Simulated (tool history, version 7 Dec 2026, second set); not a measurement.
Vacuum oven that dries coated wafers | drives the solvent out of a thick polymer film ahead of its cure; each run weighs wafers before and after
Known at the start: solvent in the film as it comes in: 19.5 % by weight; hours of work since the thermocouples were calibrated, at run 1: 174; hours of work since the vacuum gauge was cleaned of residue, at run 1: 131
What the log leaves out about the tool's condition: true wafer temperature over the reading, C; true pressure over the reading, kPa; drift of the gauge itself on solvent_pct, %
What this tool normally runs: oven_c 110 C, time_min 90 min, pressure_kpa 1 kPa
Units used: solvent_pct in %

run   hour  oven_c  time_min  pressure_kpa  hours of work since the thermocouples were calibrated  hours of work since the vacuum gauge was cleaned of residue  solvent_pct
  1      0     110        90             1                                                    174                                                          131         0.99
  2   44.6     110        90             1                                                    192                                                          150         0.93
  3  101.7     110        90          1.11                                                    216                                                          174         1.03
  4  170.6     103        90             1                                                    245                                                          203          1.9
  5  241.5     110        69             1                                                    275                                                          233          1.5
  6  272.9     110        55             1                                                    288                                                          246          2.3
  7  314.5     110        55             1                                                    306                                                          264         2.35
  8  384.6      96        55             1                                                    335                                                          293            6
  9  436.1      96        55             1                                                    357                                                          315         6.06
     441.6  -- vacuum gauge cleaned of residue and calibrated
 10    504     110        90             1                                                    385                                                           26         0.92
 11  566.2     110        90             1                                                    411                                                           52         0.99
 12  630.9     110        90             1                                                    438                                                           80         0.92
     660.1  -- vacuum gauge cleaned of residue and calibrated, once more
 13  663.5     110        90             1                                                    452                                                            1         0.85

Estimate the outcome of run 14 from the log above:
 14  719.8     110        90             1                                                    475                                                           25            ?

solvent_pct: 0.87 %
Minus the tool's unlogged condition, the same run would have read solvent_pct 0.98 %.
